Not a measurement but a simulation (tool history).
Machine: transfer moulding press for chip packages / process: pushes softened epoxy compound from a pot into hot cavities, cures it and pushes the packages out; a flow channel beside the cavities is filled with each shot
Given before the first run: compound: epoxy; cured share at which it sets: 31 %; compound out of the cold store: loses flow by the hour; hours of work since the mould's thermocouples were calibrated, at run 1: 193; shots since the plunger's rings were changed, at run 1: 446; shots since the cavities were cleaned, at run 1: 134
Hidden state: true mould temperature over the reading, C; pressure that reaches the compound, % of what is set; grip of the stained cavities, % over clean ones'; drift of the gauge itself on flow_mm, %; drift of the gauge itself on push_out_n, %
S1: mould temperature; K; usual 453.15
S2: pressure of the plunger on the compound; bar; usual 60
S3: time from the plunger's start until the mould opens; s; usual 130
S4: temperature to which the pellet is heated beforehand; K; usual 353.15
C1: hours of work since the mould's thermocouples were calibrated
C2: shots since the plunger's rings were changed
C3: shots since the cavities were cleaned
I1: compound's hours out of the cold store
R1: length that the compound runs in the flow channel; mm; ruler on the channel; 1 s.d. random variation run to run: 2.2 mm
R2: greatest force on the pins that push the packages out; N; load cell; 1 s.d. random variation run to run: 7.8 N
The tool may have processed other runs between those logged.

run   hour      S1    S2   S3      S4   C1    C2   C3    I1    R1   R2
  1      0  453.15    60  130  353.15  193   446  134  15.9  1009  420
  2    7.4  453.15    60  130  353.15  198   512  200  18.1   995  427
  3     19  453.15    60  130  353.15  205   615  303    47   887  432
  4   27.7  453.15    60  130  353.15  210   692  380  45.7   894  476
      36.4  -- cavities cleaned with cleaning compound and waxed
  5   36.6  453.15    60  130  353.15  214   759    2  21.6   979  330
  6   41.4  453.15    60  130  353.15  217   802   45  36.4   919  350
  7   53.1  453.15    60  130  353.15  224   907  150    43   900  402
  8   63.4  453.15  69.1  130  353.15  230   998  241  28.5  1020  448
  9   74.7  453.15  69.1  130  353.15  237  1099  342  30.9  1008  480
 10   81.3  453.15  69.1  130  353.15  241  1158  401  16.5  1068  489
        88  -- cavities cleaned with cleaning compound and waxed
 11   91.2  453.15    60  130  353.15  246  1233   29  20.8   979  363
 12  102.1  453.15    60  130  353.15  252  1331  127  29.6   942  408
 13  107.1  453.15    60  130  353.15  255  1375  171  36.2   915  415
 14  114.5  453.15    60  130  353.15  259  1441  237  34.5   924  427
 15  121.8  446.15  64.6  130  360.15  264  1506  302  40.3   953  652
 16  131.5  453.15  48.7  114  353.15  269  1593  389    24   864  621
     139.3  -- cavities cleaned with cleaning compound and waxed
 17  140.6  453.15  48.7  114  353.15  274  1661   12  19.6   879  455
 18  150.7  453.15  48.7  114  353.15  280  1751  102  11.7   905  515
 19  161.5  457.15  72.7  130  353.15  286  1847  198  44.4   962  371
 20  171.6  453.15  49.9  130  353.15  292  1938  289  19.1   890  470
 21  180.3  453.15  51.9  118  353.15  297  2015  366  32.6   860  559
 22    189  451.15  56.3  146  345.15  302  2093  444  11.8   979  474
     191.2  -- cavities cleaned with cleaning compound and waxed
 23  201.5  453.15  67.4  143  353.15  309  2191   92  46.8   925  341
 24  212.1  453.15  67.4  111  353.15  315  2286  187    33   978  583
 25  221.9  453.15  50.2  128  353.15  321  2373  274  32.8   841  457
 26    232  451.15  50.4  133  353.15  327  2463  364  13.7   913  500
 27  240.5  451.15  50.4  133  353.15  332  2539  440  43.2   812  493
     242.9  -- cavities cleaned with cleaning compound and waxed
 28  248.1  451.15  50.4  133  353.15  336  2594   47  14.7   912  420

Hidden state or all else? Some run-to-run changes of R1, split into what the settings, what came in and random variation would give without the hidden state, and what is left for the hidden state (with any gauge scatter that isn't in both results):
Run 7 -> 8: S2 60 -> 69.1. R1 +120 mm: hidden state -1, all else +121.
Run 9 -> 10: nothing adjusted, nothing logged. R1 +60 mm: hidden state -3, all else +63.
Run 21 -> 22: S1 453.15 -> 451.15, S2 51.9 -> 56.3, S3 118 -> 146, S4 353.15 -> 345.15. R1 +119 mm: hidden state -3, all else +122.
Run 24 -> 25: S2 67.4 -> 50.2, S3 111 -> 128. R1 -137 mm: hidden state +2, all else -139.
